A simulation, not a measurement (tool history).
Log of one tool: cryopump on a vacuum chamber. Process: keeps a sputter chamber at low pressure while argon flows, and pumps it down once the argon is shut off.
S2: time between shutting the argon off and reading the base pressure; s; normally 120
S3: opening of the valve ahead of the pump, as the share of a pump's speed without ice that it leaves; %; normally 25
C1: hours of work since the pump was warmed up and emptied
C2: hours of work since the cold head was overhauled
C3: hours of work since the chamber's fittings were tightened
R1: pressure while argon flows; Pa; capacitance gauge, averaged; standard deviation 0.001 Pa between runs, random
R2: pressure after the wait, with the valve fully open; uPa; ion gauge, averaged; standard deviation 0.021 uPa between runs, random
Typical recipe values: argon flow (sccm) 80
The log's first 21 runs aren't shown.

{"run": 22, "day": 22.783, "argon flow (sccm)": 85, "S2": 29, "S3": 17, "C1": 577, "C2": 1176, "C3": 1033, "R1": 0.373, "R2": 2.09}
{"run": 23, "day": 23.767, "argon flow (sccm)": 65, "S2": 29, "S3": 36, "C1": 592, "C2": 1191, "C3": 1048, "R1": 0.1379, "R2": 2.06}
{"day": 24.083, "done": "leaking fittings of the chamber tightened, without venting"}
{"day": 24.408, "done": "pump warmed up, emptied and cooled again"}
{"run": 24, "day": 24.862, "argon flow (sccm)": 34, "S2": 73, "S3": 59, "C1": 7, "C2": 1203, "C3": 9, "R1": 0.0425, "R2": 0.75}
{"run": 25, "day": 25.938, "argon flow (sccm)": 80, "S2": 44, "S3": 25, "C1": 24, "C2": 1220, "C3": 26, "R1": 0.2325, "R2": 1.1}
{"run": 26, "day": 27.329, "argon flow (sccm)": 80, "S2": 30, "S3": 18, "C1": 45, "C2": 1242, "C3": 47, "R1": 0.3216, "R2": 1.64}
{"run": 27, "day": 28.25, "argon flow (sccm)": 80, "S2": 30, "S3": 18, "C1": 60, "C2": 1256, "C3": 61, "R1": 0.3241, "R2": 1.58}
{"run": 28, "day": 29.162, "argon flow (sccm)": 116, "S2": 102, "S3": 17, "C1": 74, "C2": 1270, "C3": 76, "R1": 0.4934, "R2": 0.6}
{"run": 29, "day": 29.858, "argon flow (sccm)": 116, "S2": 102, "S3": 17, "C1": 85, "C2": 1281, "C3": 86, "R1": 0.4948, "R2": 0.63}
{"run": 30, "day": 30.742, "argon flow (sccm)": 91, "S2": 170, "S3": 16, "C1": 98, "C2": 1295, "C3": 100, "R1": 0.4138, "R2": 0.48}
{"run": 31, "day": 31.571, "argon flow (sccm)": 91, "S2": 290, "S3": 16, "C1": 111, "C2": 1307, "C3": 113, "R1": 0.4113, "R2": 0.37}
{"run": 32, "day": 33.05, "argon flow (sccm)": 125, "S2": 180, "S3": 21, "C1": 134, "C2": 1330, "C3": 136, "R1": 0.4323, "R2": 0.45}
{"run": 33, "day": 34.533, "argon flow (sccm)": 80, "S2": 190, "S3": 25, "C1": 157, "C2": 1353, "C3": 159, "R1": 0.233, "R2": 0.47}

Consider 4 possible next runs. They are alternatives, not a sequence: every one starts from the tool as it was left by run 33. What does each give?
{"run": "A", "day": 35.546, "argon flow (sccm)": 86, "S2": 120, "S3": 25, "C1": 173, "C2": 1369, "C3": 175, "R1": "?", "R2": "?"}
{"run": "B", "day": 35.546, "argon flow (sccm)": 80, "S2": 190, "S3": 42, "C1": 173, "C2": 1369, "C3": 175, "R1": "?", "R2": "?"}
{"run": "C", "day": 35.546, "argon flow (sccm)": 66, "S2": 38, "S3": 25, "C1": 173, "C2": 1369, "C3": 175, "R1": "?", "R2": "?"}
{"run": "D", "day": 35.546, "argon flow (sccm)": 115, "S2": 65, "S3": 25, "C1": 173, "C2": 1369, "C3": 175, "R1": "?", "R2": "?"}

run=A R1=0.2511 R2=0.61
run=B R1=0.1407 R2=0.45
run=C R1=0.1935 R2=1.36
run=D R1=0.3357 R2=0.85
With the hidden condition removed and each run's random variation left untouched, the same runs would have given:
run=A R1=0.2471 R2=0.48
run=B R1=0.137 R2=0.32
run=C R1=0.1905 R2=1.24
run=D R1=0.3304 R2=0.72
